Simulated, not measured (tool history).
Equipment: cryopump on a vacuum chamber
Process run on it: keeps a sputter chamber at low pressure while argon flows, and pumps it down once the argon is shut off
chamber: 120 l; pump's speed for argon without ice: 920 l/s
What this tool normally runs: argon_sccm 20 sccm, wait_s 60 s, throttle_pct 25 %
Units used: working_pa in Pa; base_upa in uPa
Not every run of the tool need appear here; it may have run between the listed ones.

{"run": 1, "hour": 0.0, "argon_sccm": 20, "wait_s": 60, "throttle_pct": 25, "working_pa": 0.1529, "base_upa": 1.44}
{"run": 2, "hour": 30.7, "argon_sccm": 24, "wait_s": 60, "throttle_pct": 25, "working_pa": 0.1832, "base_upa": 1.46}
{"run": 3, "hour": 76.0, "argon_sccm": 24, "wait_s": 60, "throttle_pct": 25, "working_pa": 0.1827, "base_upa": 1.48}
{"run": 4, "hour": 96.7, "argon_sccm": 20, "wait_s": 60, "throttle_pct": 25, "working_pa": 0.1526, "base_upa": 1.44}
{"run": 5, "hour": 119.0, "argon_sccm": 20, "wait_s": 60, "throttle_pct": 25, "working_pa": 0.1526, "base_upa": 1.46}
{"run": 6, "hour": 147.0, "argon_sccm": 20, "wait_s": 60, "throttle_pct": 25, "working_pa": 0.1531, "base_upa": 1.47}
{"run": 7, "hour": 196.6, "argon_sccm": 20, "wait_s": 60, "throttle_pct": 25, "working_pa": 0.1533, "base_upa": 1.53}
{"run": 8, "hour": 231.3, "argon_sccm": 20, "wait_s": 60, "throttle_pct": 25, "working_pa": 0.1534, "base_upa": 1.45}
{"run": 9, "hour": 266.1, "argon_sccm": 20, "wait_s": 169, "throttle_pct": 25, "working_pa": 0.1535, "base_upa": 1.18}
{"run": 10, "hour": 294.1, "argon_sccm": 20, "wait_s": 60, "throttle_pct": 25, "working_pa": 0.154, "base_upa": 1.49}
{"run": 11, "hour": 337.1, "argon_sccm": 20, "wait_s": 60, "throttle_pct": 25, "working_pa": 0.1551, "base_upa": 1.55}
{"run": 12, "hour": 367.9, "argon_sccm": 13, "wait_s": 21, "throttle_pct": 16, "working_pa": 0.1553, "base_upa": 2.62}
{"run": 13, "hour": 394.7, "argon_sccm": 13, "wait_s": 21, "throttle_pct": 16, "working_pa": 0.1542, "base_upa": 2.65}
{"run": 14, "hour": 437.9, "argon_sccm": 13, "wait_s": 21, "throttle_pct": 16, "working_pa": 0.1548, "base_upa": 2.74}

Estimate the outcome of run 15 from the log above:
{"hour": 461.2, "done": "pump warmed up, emptied and cooled again"}
{"run": 15, "hour": 474.4, "argon_sccm": 22, "wait_s": 60, "throttle_pct": 25, "working_pa": "?", "base_upa": "?"}

working_pa: 0.1625 Pa
base_upa: 1.43 uPa
With no hidden state in the tool, this same run would have given working_pa 0.1619 Pa, base_upa 0.9 uPa.
